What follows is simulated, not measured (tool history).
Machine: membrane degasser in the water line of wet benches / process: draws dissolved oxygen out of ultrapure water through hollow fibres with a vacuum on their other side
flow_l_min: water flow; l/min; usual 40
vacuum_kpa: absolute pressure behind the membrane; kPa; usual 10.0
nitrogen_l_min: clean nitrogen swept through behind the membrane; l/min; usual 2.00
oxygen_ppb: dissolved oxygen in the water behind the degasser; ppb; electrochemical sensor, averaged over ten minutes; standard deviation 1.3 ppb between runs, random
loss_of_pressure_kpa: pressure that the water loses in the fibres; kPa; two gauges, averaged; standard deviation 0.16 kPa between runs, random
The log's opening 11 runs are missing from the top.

| run | day | flow_l_min | vacuum_kpa | nitrogen_l_min | hours since the membrane was changed | hours since the vacuum gauge was calibrated | hours since the vacuum lines were made tight | oxygen_ppb | loss_of_pressure_kpa |
|---|---|---|---|---|---|---|---|---|---|
| 12 | 82.104 | 40 | 10.0 | 2.00 | 5815 | 4525 | 3340 | 326.7 | 53.84 |
| 13 | 92.208 | 40 | 10.0 | 2.00 | 6057 | 4767 | 3582 | 326.8 | 53.31 |
| 14 | 100.462 | 40 | 10.0 | 2.00 | 6255 | 4966 | 3781 | 326.5 | 53.57 |
| 15 | 110.283 | 40 | 10.0 | 2.00 | 6491 | 5201 | 4016 | 327.4 | 53.59 |
| 16 | 115.383 | 40 | 10.0 | 2.00 | 6613 | 5324 | 4139 | 328.0 | 53.63 |
| 17 | 124.438 | 40 | 19.9 | 1.42 | 6831 | 5541 | 4356 | 931.2 | 53.75 |
| 18 | 132.254 | 40 | 19.9 | 1.42 | 7018 | 5729 | 4544 | 935.0 | 53.80 |
| 19 | 141.283 | 43 | 17.6 | 1.42 | 7235 | 5945 | 4760 | 875.1 | 57.58 |
| 20 | 146.271 | 34 | 10.0 | 2.00 | 7355 | 6065 | 4880 | 276.0 | 45.39 |
| 21 | 152.558 | 37 | 16.1 | 2.00 | 7506 | 6216 | 5031 | 530.8 | 49.46 |
| 22 | 161.367 | 26 | 16.1 | 2.00 | 7717 | 6427 | 5242 | 385.4 | 34.99 |
| 23 | 170.804 | 40 | 23.6 | 2.00 | 7943 | 6654 | 5469 | 861.9 | 53.32 |
| 24 | 176.562 | 27 | 20.1 | 2.00 | 8082 | 6792 | 5607 | 509.1 | 36.18 |
| 25 | 185.921 | 38 | 16.0 | 0.96 | 8306 | 7017 | 5832 | 950.1 | 50.67 |
| 26 | 190.575 | 57 | 10.0 | 2.11 | 8418 | 7128 | 5943 | 447.9 | 76.46 |
| 27 | 196.429 | 53 | 12.6 | 2.00 | 8559 | 7269 | 6084 | 568.4 | 70.92 |
|  | 199.583 | vacuum gauge calibrated |
| 28 | 202.333 | 40 | 17.3 | 2.00 | 8700 | 66 | 6225 | 619.1 | 53.77 |
| 29 | 208.271 | 40 | 7.8 | 1.41 | 8842 | 208 | 6367 | 302.1 | 53.44 |
| 30 | 217.142 | 31 | 7.8 | 2.34 | 9055 | 421 | 6580 | 157.2 | 41.50 |
| 31 | 226.279 | 31 | 7.8 | 2.34 | 9274 | 641 | 6800 | 156.6 | 41.41 |
| 32 | 231.108 | 45 | 10.0 | 2.00 | 9390 | 757 | 6915 | 366.0 | 60.22 |

Each row is a separate what-if for the run after 32, all from the same tool condition, not one after another. Results?
| A | 239.100 | 40 | 10.0 | 1.86 | 9582 | 948 | 7107 | ? | ? |
| B | 239.100 | 55 | 9.4 | 1.28 | 9582 | 948 | 7107 | ? | ? |
| C | 239.100 | 56 | 21.2 | 0.89 | 9582 | 948 | 7107 | ? | ? |
| D | 239.100 | 47 | 9.0 | 4.58 | 9582 | 948 | 7107 | ? | ? |

| run | oxygen_ppb | loss_of_pressure_kpa |
|---|---|---|
| A | 345.3 | 53.62 |
| B | 567.2 | 73.80 |
| C | 1757.6 | 75.33 |
| D | 188.0 | 62.84 |
Take away the tool's hidden state, keep each run's random variation, and the runs would have read:
| run | oxygen_ppb | loss_of_pressure_kpa |
|---|---|---|
| A | 345.0 | 53.58 |
| B | 566.9 | 73.74 |
| C | 1757.5 | 75.27 |
| D | 187.8 | 62.79 |
